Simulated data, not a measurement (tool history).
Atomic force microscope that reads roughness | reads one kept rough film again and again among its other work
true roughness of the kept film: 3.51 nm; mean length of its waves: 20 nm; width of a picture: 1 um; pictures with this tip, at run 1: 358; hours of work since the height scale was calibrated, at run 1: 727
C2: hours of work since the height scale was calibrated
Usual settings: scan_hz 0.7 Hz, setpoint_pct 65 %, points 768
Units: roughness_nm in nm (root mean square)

{"run": 1, "day": 0.0, "scan_hz": 0.7, "setpoint_pct": 65, "points": 768, "pictures with this tip": 358, "C2": 727, "roughness_nm": 1.42}
{"day": 0.533, "done": "new tip fitted"}
{"run": 2, "day": 1.271, "scan_hz": 0.7, "setpoint_pct": 65, "points": 768, "pictures with this tip": 35, "C2": 745, "roughness_nm": 2.396}
{"run": 3, "day": 2.275, "scan_hz": 0.7, "setpoint_pct": 65, "points": 768, "pictures with this tip": 83, "C2": 759, "roughness_nm": 2.152}
{"run": 4, "day": 2.904, "scan_hz": 0.7, "setpoint_pct": 65, "points": 768, "pictures with this tip": 113, "C2": 768, "roughness_nm": 2.05}
{"run": 5, "day": 3.858, "scan_hz": 0.7, "setpoint_pct": 65, "points": 768, "pictures with this tip": 159, "C2": 782, "roughness_nm": 1.883}
{"run": 6, "day": 4.654, "scan_hz": 0.7, "setpoint_pct": 65, "points": 768, "pictures with this tip": 197, "C2": 793, "roughness_nm": 1.768}
{"run": 7, "day": 5.45, "scan_hz": 0.7, "setpoint_pct": 65, "points": 768, "pictures with this tip": 234, "C2": 804, "roughness_nm": 1.67}
{"run": 8, "day": 6.342, "scan_hz": 0.7, "setpoint_pct": 65, "points": 768, "pictures with this tip": 277, "C2": 817, "roughness_nm": 1.59}
{"run": 9, "day": 7.558, "scan_hz": 0.7, "setpoint_pct": 65, "points": 768, "pictures with this tip": 335, "C2": 835, "roughness_nm": 1.469}
{"day": 8.629, "done": "new tip fitted"}
{"run": 10, "day": 8.667, "scan_hz": 0.7, "setpoint_pct": 65, "points": 768, "pictures with this tip": 2, "C2": 850, "roughness_nm": 2.539}
{"run": 11, "day": 9.483, "scan_hz": 3.651, "setpoint_pct": 65, "points": 269, "pictures with this tip": 41, "C2": 862, "roughness_nm": 2.07}
{"run": 12, "day": 10.054, "scan_hz": 0.84, "setpoint_pct": 83, "points": 900, "pictures with this tip": 68, "C2": 870, "roughness_nm": 2.101}
{"run": 13, "day": 10.767, "scan_hz": 2.671, "setpoint_pct": 72, "points": 374, "pictures with this tip": 102, "C2": 880, "roughness_nm": 1.849}

Forecast run 14:
{"day": 10.908, "done": "height scale calibrated on a step standard"}
{"run": 14, "day": 11.796, "scan_hz": 2.671, "setpoint_pct": 72, "points": 374, "pictures with this tip": 149, "C2": 13, "roughness_nm": "?"}

{"run 14": {"roughness_nm": 1.714}}
Without the tool's hidden state the same run would have given roughness_nm 2.283 nm (root mean square).
